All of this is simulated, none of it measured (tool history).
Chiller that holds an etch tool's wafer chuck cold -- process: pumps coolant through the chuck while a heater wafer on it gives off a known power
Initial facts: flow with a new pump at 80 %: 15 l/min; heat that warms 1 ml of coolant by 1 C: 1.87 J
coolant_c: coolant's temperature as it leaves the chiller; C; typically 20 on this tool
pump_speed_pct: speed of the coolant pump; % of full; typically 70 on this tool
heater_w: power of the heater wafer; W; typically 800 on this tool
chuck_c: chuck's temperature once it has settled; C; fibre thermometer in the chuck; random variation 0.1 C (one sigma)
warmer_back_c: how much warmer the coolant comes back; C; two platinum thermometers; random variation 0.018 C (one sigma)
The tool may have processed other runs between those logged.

run     day  coolant_c  pump_speed_pct  heater_w  chuck_c  warmer_back_c
  1       0         20              70       800     30.2           1.98
  2   2.475         20              70       800     30.2           1.97
  3    6.75         25              70       800     35.3              2
  4  10.096         25              70       800     35.3           1.98
  5  14.079         11              70       800     21.2           1.98
  6  17.879         11              70       800     21.2           2.04
  7  22.092         11              70       800     21.2           2.02
  8  25.058         11              70       800     21.2           1.98
  9  29.233         11              70       800     21.4           1.99
 10  31.842         20              70       800     30.4           1.96
 11  35.333         20              70       800     30.3           1.99
 12  38.633         20              70       800     30.2              2
 13  41.508         28              64       852       40           2.35
 14  43.683         12              85       800     20.5           1.59
 15  47.558         16              68       516     22.7           1.33
 16  50.446         14              71       516     20.4           1.27
 17  53.758         24              79       427     28.6           0.93
 18  57.858         19              70       800     29.3           2.02
 19  60.729         20              78       442     24.9           0.98
 20  64.729         16              70       800     26.6           2.03
     66.058  -- chiller's thermometer calibrated
 21  67.479         20              80       800     29.7           1.71

What if the next run were any one of these 5? Each begins from the tool's condition after run 21:
  A  70.262         10              78      1121        ?              ?
  B  70.262         20              75       875        ?              ?
  C  70.262         15              80       800        ?              ?
  D  70.262         22              94       769        ?              ?
  E  70.262         14              76       784        ?              ?

run  chuck_c  warmer_back_c
  A     23.8           2.53
  B       31           2.03
  C     24.5           1.72
  D     29.9           1.39
  E       24           1.79
Take away the tool's hidden state, keep each run's random variation, and the runs would have read:
run  chuck_c  warmer_back_c
  A     22.7            2.5
  B     30.2              2
  C     23.8            1.7
  D     29.3           1.37
  E     23.2           1.77

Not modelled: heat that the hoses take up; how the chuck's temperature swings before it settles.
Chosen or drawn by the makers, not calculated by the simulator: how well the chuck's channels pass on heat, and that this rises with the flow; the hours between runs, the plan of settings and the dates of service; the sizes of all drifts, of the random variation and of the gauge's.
